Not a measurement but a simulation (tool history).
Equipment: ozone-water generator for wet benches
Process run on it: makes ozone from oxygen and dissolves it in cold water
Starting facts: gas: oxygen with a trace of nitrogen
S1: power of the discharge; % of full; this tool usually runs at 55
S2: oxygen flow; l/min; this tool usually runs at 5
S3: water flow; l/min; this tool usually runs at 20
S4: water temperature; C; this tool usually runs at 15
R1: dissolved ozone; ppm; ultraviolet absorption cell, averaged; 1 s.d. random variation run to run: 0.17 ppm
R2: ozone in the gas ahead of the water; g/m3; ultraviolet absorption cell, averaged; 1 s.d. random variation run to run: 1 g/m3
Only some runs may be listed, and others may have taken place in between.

| run | day | S1 | S2 | S3 | S4 | R1 | R2 |
|---|---|---|---|---|---|---|---|
| 1 | 0 | 55 | 5 | 20 | 15 | 21.1 | 180.8 |
| 2 | 4.154 | 55 | 5 | 13 | 15 | 29.2 | 181.4 |
| 3 | 6.362 | 50 | 5 | 20 | 15 | 19.4 | 165.6 |
| 4 | 9.933 | 55 | 5 | 20 | 11 | 22.1 | 179.8 |
| 5 | 14.783 | 55 | 3.2 | 20 | 11 | 21.6 | 239.2 |
| 6 | 19.367 | 55 | 5 | 20 | 10 | 22.2 | 178.6 |
| 7 | 23.662 | 55 | 5 | 20 | 10 | 22.2 | 179.9 |
| 8 | 26.721 | 55 | 5 | 20 | 10 | 22.4 | 178.6 |
| 9 | 29.783 | 55 | 5 | 20 | 10 | 22.1 | 177 |
| 10 | 32.671 | 55 | 5 | 20 | 10 | 22.2 | 178.1 |
| 11 | 36.004 | 55 | 5 | 20 | 10 | 22.1 | 178.8 |
|  | 36.371 | water thermometer calibrated |
| 12 | 38.138 | 55 | 5 | 20 | 10 | 21.9 | 177.4 |
| 13 | 42.125 | 55 | 5 | 20 | 10 | 22 | 178.5 |
| 14 | 45.017 | 55 | 5 | 20 | 10 | 22.1 | 176.5 |
|  | 47.496 | water thermometer calibrated, once more |
| 15 | 49.562 | 55 | 5 | 20 | 10 | 22.1 | 177.9 |
| 16 | 52.208 | 55 | 5 | 20 | 10 | 22 | 175.3 |
| 17 | 56.221 | 55 | 4.63 | 20 | 15 | 20.9 | 185.5 |
| 18 | 58.304 | 55 | 4.63 | 20 | 15 | 20.8 | 184.4 |
| 19 | 60.95 | 72 | 3.69 | 20 | 15 | 25.6 | 267.4 |
| 20 | 64.408 | 55 | 2.72 | 20 | 8 | 21.6 | 258.7 |
| 21 | 66.788 | 46 | 3.08 | 20 | 15 | 17.8 | 205.3 |
| 22 | 70.404 | 55 | 3.51 | 32 | 15 | 12.6 | 219.8 |
| 23 | 74.462 | 55 | 3.51 | 32 | 15 | 12.5 | 220.7 |
| 24 | 77.917 | 55 | 5 | 16 | 15 | 24.5 | 177 |
| 25 | 80.692 | 55 | 4.15 | 16 | 19 | 23.3 | 198.3 |
| 26 | 84.358 | 55 | 4.15 | 16 | 8 | 27.1 | 197.3 |
| 27 | 88.592 | 55 | 4.15 | 19 | 8 | 23 | 197.8 |
| 28 | 93.308 | 55 | 4.79 | 29 | 19 | 13.5 | 179 |
| 29 | 96.183 | 55 | 2.84 | 19 | 15 | 21.3 | 250.1 |
| 30 | 100.688 | 55 | 2.84 | 19 | 15 | 21.1 | 248.7 |
| 31 | 102.85 | 55 | 4.92 | 20 | 8 | 22 | 175.2 |
| 32 | 106.967 | 55 | 4.92 | 20 | 8 | 22.1 | 174.4 |

What if the next run were any one of these 5? Each begins from the tool's condition after run 32:
| A | 109.246 | 78 | 5 | 20 | 15 | ? | ? |
| B | 109.246 | 49 | 5 | 20 | 15 | ? | ? |
| C | 109.246 | 55 | 7.18 | 29 | 19 | ? | ? |
| D | 109.246 | 55 | 4.92 | 14 | 8 | ? | ? |
| E | 109.246 | 48 | 4.92 | 23 | 17 | ? | ? |

| run | R1 | R2 |
|---|---|---|
| A | 26.7 | 229.5 |
| B | 18 | 157.9 |
| C | 13.2 | 137.4 |
| D | 29.4 | 173.5 |
| E | 15.4 | 155.6 |
Without the tool's unlogged condition, the same runs would have read:
| run | R1 | R2 |
|---|---|---|
| A | 29.8 | 245.9 |
| B | 19.5 | 165.1 |
| C | 14.6 | 144.5 |
| D | 31.9 | 182.5 |
| E | 16.8 | 162.5 |

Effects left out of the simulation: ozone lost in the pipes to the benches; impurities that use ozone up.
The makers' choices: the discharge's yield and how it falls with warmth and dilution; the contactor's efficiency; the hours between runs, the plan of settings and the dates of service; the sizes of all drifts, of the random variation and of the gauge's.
